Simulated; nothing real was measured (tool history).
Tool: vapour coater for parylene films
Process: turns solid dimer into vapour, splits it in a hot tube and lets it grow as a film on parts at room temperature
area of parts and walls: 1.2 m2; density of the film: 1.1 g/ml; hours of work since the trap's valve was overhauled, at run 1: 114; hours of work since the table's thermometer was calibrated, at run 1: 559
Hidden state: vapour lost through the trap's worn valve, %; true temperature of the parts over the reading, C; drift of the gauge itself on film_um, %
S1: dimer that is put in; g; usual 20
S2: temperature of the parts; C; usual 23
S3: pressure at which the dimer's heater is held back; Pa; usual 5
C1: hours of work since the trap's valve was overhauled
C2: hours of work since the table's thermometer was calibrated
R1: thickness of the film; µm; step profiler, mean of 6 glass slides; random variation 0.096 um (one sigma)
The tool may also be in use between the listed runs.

run,hour,S1,S2,S3,C1,C2,R1
1,0,20,23,5,114,559,10.9
2,35.8,20,25,5,132,578,9.81
3,71.5,20,25,5,151,597,9.85
4,103.4,20,25,5,168,614,9.7
5,136.8,20,25,5,185,631,9.51
6,160.9,20,25,5,198,644,9.69
7,189.2,20,25,5,213,659,9.6
8,215.2,20,25,5,226,672,9.48
9,244.1,20,25,5,242,687,9.34
# hour 273.8: trap's valve overhauled
10,281.8,27,23,5,4,705,15.46
11,303.4,12,23,5,16,716,6.78
12,321.9,12,23,5,25,726,6.78
13,338.2,20,15,5,34,735,14.43
14,363.4,20,15,5,47,748,14.36
15,384,27,23,5,58,759,15.01
16,398.9,27,23,5,66,767,15.1
17,418.2,27,23,5,76,777,15.14
18,445.9,27,23,5,90,791,15
19,465.9,27,23,5,101,802,14.63
20,486.3,27,23,5,112,812,14.77
21,519.7,27,23,5,129,830,14.91
22,537.7,27,23,5,139,839,14.6
23,567.6,27,23,5,154,855,14.55
24,585.2,27,23,5,163,864,14.34
25,606.1,20,23,6.52,174,875,10.13
26,634,15,23,6.52,189,890,7.62
27,664.5,11,22,8.69,205,906,5.53
28,688,18,17,10.95,217,918,10.91
29,724.3,18,17,10.95,236,937,10.79
30,753.4,10,33,6.69,252,953,2.99
# hour 764.9: trap's valve overhauled
31,777.5,20,23,4.32,7,963,12
32,797.6,18,22,8.85,17,974,9.66
33,821.6,20,26,5,30,986,9.82
34,841.6,20,26,6.11,40,997,9.43
35,862.7,19,18,5,51,1008,13.59
36,885.6,11,24,7.59,63,1020,5.46
37,900.7,20,23,4.52,71,1028,11.29
38,932.2,35,24,9.59,88,1044,16.07
39,950.6,35,24,9.59,97,1054,16.12

Hidden state at the last listed run before each entry between runs and at the first one after, where it differs:
Between runs 9 and 10: trap's valve overhauled (hour 273.8)
  vapour lost through the trap's worn valve, %: 10.2 -> 0.8; true temperature of the parts over the reading, C: 0.32 -> 0.33
  measured less the result without the state, R1: -1.23 -> -0.37 µm
Between runs 30 and 31: trap's valve overhauled (hour 764.9)
  vapour lost through the trap's worn valve, %: 10.5 -> 0.3; true temperature of the parts over the reading, C: 0.48 -> 0.49
  measured less the result without the state, R1: -0.42 -> -0.33 µm
